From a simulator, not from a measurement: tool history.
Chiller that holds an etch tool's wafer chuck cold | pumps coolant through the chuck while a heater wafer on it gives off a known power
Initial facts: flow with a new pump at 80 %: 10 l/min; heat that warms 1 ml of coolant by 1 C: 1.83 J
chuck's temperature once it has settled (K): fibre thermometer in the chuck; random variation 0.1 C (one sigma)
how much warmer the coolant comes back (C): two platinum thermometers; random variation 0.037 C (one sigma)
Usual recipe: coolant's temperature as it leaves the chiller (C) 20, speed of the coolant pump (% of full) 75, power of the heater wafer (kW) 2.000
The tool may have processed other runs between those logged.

run     day  coolant's temperature as it leaves the chiller (C)  speed of the coolant pump (% of full)  power of the heater wafer (kW)  chuck's temperature once it has settled (K)  how much warmer the coolant comes back (C)
  1   0.000                                                  20                                     75                           2.000                                       311.25                                        7.03
  2   3.083                                                  20                                     75                           2.000                                       311.25                                        7.03
  3   5.133                                                  20                                     75                           2.000                                       311.35                                        6.99
  4   7.562                                                  20                                     75                           2.000                                       311.25                                        7.10
  5   9.200                                                  20                                     75                           2.000                                       311.55                                        7.07
  6  10.983                                                  20                                     75                           2.000                                       311.35                                        7.07
  7  13.646                                                  20                                     75                           1.571                                       307.55                                        5.63
  8  15.608                                                  20                                     75                           1.571                                       307.45                                        5.65
     18.475  -- coolant changed, channels flushed
  9  19.192                                                  20                                     75                           1.571                                       307.55                                        5.64
 10  22.883                                                  20                                     75                           1.571                                       307.45                                        5.62
 11  25.771                                                  20                                     75                           2.000                                       311.35                                        7.14
 12  28.412                                                  20                                     75                           2.000                                       311.45                                        7.20
 13  30.583                                                  20                                     75                           2.000                                       311.55                                        7.19
 14  32.900                                                  20                                     75                           2.000                                       311.45                                        7.25
 15  35.300                                                  20                                     75                           2.012                                       311.45                                        7.21
 16  38.375                                                  20                                     75                           2.012                                       311.55                                        7.28
 17  41.933                                                  13                                     75                           2.320                                       307.25                                        8.33
 18  43.996                                                  13                                     88                           1.277                                       296.75                                        4.00
 19  46.017                                                  15                                     88                           1.277                                       298.75                                        4.07
 20  49.592                                                  11                                     88                           1.277                                       294.85                                        3.99
 21  52.008                                                  20                                     96                           1.389                                       304.15                                        3.98
 22  54.071                                                  20                                     96                           1.389                                       304.15                                        4.07
     55.433  -- gauge calibrated
 23  56.971                                                  20                                     96                           1.389                                       304.15                                        3.75
 24  59.200                                                  29                                     75                           1.330                                       314.15                                        4.75
 25  62.629                                                  20                                     63                           1.645                                       309.95                                        7.00
 26  66.292                                                  13                                     64                           1.270                                       298.95                                        5.39

4 ways to go on from here, each from the tool as it stands after run 26. What would each give?
  A  69.717                                                  14                                     86                           2.140                                            ?                                           ?
  B  69.717                                                  18                                     63                           2.765                                            ?                                           ?
  C  69.717                                                  13                                     67                           2.602                                            ?                                           ?
  D  69.717                                                  11                                     91                           2.068                                            ?                                           ?

run  chuck's temperature once it has settled (K)  how much warmer the coolant comes back (C)
  A                                       305.05                                        6.57
  B                                       319.25                                       11.79
  C                                       311.75                                       10.31
  D                                       300.95                                        6.07
With the hidden condition removed and each run's random variation left untouched, the same runs would have given:
run  chuck's temperature once it has settled (K)  how much warmer the coolant comes back (C)
  A                                       305.05                                        6.49
  B                                       319.25                                       11.70
  C                                       311.65                                       10.23
  D                                       300.95                                        5.99

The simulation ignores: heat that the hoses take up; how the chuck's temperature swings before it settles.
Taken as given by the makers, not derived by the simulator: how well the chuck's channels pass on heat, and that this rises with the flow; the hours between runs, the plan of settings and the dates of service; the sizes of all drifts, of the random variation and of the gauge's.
